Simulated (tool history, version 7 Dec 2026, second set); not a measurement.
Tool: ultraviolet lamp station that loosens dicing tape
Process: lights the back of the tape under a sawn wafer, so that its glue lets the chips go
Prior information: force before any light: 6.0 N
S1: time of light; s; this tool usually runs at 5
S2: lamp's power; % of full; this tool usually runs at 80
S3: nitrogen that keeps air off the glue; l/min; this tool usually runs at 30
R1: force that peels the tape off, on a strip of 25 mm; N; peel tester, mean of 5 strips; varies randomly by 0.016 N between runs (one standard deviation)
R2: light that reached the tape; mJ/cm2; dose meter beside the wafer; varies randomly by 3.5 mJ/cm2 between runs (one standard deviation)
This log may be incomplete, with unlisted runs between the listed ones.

Run 1, day 0: usual settings. Result: R1 0.916 N, R2 507 mJ/cm2.
Run 2, day 0.579: usual settings. Result: R1 0.887 N, R2 506 mJ/cm2.
Run 3, day 1.092: usual settings. Result: R1 0.906 N, R2 505 mJ/cm2.
Run 4, day 1.925: usual settings but S3 35 l/min. Result: R1 0.835 N, R2 500 mJ/cm2.
Run 5, day 2.521: usual settings but S2 70 % of full, S3 35 l/min. Result: R1 1.041 N, R2 440 mJ/cm2.
Run 6, day 2.967: usual settings but S2 70 % of full, S3 35 l/min. Result: R1 1.008 N, R2 438 mJ/cm2.
Run 7, day 3.662: usual settings but S2 70 % of full, S3 19 l/min. Result: R1 1.484 N, R2 436 mJ/cm2.
Run 8, day 4.121: usual settings but S2 70 % of full, S3 19 l/min. Result: R1 1.5 N, R2 431 mJ/cm2.
Run 9, day 4.8: usual settings but S2 70 % of full, S3 19 l/min. Result: R1 1.48 N, R2 428 mJ/cm2.
Run 10, day 5.679: usual settings but S2 70 % of full, S3 19 l/min. Result: R1 1.517 N, R2 432 mJ/cm2.
Run 11, day 6.579: usual settings but S1 8 s. Result: R1 0.419 N, R2 780 mJ/cm2.
Run 12, day 7.346: usual settings but S1 8 s. Result: R1 0.411 N, R2 790 mJ/cm2.
Run 13, day 7.996: usual settings but S1 8 s. Result: R1 0.415 N, R2 777 mJ/cm2.
Run 14, day 8.442: usual settings but S1 3 s, S3 15 l/min. Result: R1 2.547 N, R2 287 mJ/cm2.
Run 15, day 9.029: usual settings but S1 3 s, S2 62 % of full. Result: R1 2.427 N, R2 225 mJ/cm2.
Run 16, day 9.592: usual settings but S1 3 s, S2 62 % of full. Result: R1 2.453 N, R2 223 mJ/cm2.
At day 9.671: window cleaned of glue's vapour.
Run 17, day 10.271: usual settings but S1 3 s, S2 97 % of full. Result: R1 1.621 N, R2 339 mJ/cm2.
Run 18, day 11.096: usual settings but S2 63 % of full, S3 39 l/min. Result: R1 1.272 N, R2 366 mJ/cm2.
Run 19, day 11.633: usual settings but S1 2 s, S2 77 % of full, S3 22 l/min. Result: R1 3.206 N, R2 180 mJ/cm2.
Run 20, day 12.204: usual settings but S1 3 s, S2 72 % of full, S3 20 l/min. Result: R1 2.545 N, R2 247 mJ/cm2.
Run 21, day 12.662: usual settings but S1 3 s, S2 72 % of full, S3 20 l/min. Result: R1 2.628 N, R2 250 mJ/cm2.
At day 13.062: window cleaned of glue's vapour, once more.
Run 22, day 13.288: usual settings but S1 3 s, S2 72 % of full, S3 20 l/min. Result: R1 2.419 N, R2 269 mJ/cm2.
Run 23, day 13.804: usual settings but S2 76 % of full, S3 39 l/min. Result: R1 0.872 N, R2 477 mJ/cm2.

Below, some changes in R1 between adjacent runs. For each, the amount present without the hidden state too (settings, incoming material, random variation) and the amount remaining for the hidden state with gauge scatter not shared by both compared results:
The tool's hidden condition here consists of: lamp's light, % of a new lamp's; light that the window lets through, % of a clean one's; drift of the gauge itself on peel_n, %; drift of the gauge itself on dose_mj_cm2, %.
Run 13 -> 14: S1 8 -> 3, S3 30 -> 15. R1 +2.132 N: hidden state +0.244, all else +1.888.
Run 18 -> 19: S1 5 -> 2, S2 63 -> 77, S3 39 -> 22. R1 +1.934 N: hidden state +0.077, all else +1.857.
Run 21 -> 22: window cleaned of glue's vapour, once more. R1 -0.209 N: hidden state -0.181, all else -0.028.

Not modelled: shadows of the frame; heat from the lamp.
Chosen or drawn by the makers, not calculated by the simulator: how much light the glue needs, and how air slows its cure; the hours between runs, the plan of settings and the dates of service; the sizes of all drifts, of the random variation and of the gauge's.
